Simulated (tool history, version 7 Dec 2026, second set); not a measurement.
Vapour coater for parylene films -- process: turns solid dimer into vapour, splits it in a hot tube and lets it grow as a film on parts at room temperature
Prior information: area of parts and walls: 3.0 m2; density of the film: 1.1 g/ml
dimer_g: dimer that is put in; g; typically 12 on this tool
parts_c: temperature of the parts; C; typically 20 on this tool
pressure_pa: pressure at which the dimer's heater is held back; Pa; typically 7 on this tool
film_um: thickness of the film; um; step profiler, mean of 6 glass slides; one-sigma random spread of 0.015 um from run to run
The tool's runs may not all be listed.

run	day	dimer_g	parts_c	pressure_pa	film_um
1	0	12	20	7	2.63
2	0.942	12	20	7	2.63
3	2.238	12	20	7	2.59
4	3.721	12	20	7	2.58
5	5.054	12	20	3.6	2.71
6	6.875	12	20	11.85	2.42
7	7.875	12	20	11.85	2.41
8	9.829	12	20	11.85	2.38
9	11.854	6	20	7	1.23
10	13.254	6	20	7	1.23
11	14.283	6	20	7	1.19
12	16.204	8	20	7	1.58
# day 17.454: trap's valve overhauled
13	17.971	8	20	7	1.84
14	19.7	12	26	2.96	2.27
15	21.367	13	23	2.96	2.78
16	22.521	12	25	7	2.15

Predict the results of run 17:
17	24.567	12	25	7	?

{"run 17": {"film_um": 2.14}}
If the tool had no hidden condition, the same run with the same run-to-run variation would have returned film_um 2.18 um.

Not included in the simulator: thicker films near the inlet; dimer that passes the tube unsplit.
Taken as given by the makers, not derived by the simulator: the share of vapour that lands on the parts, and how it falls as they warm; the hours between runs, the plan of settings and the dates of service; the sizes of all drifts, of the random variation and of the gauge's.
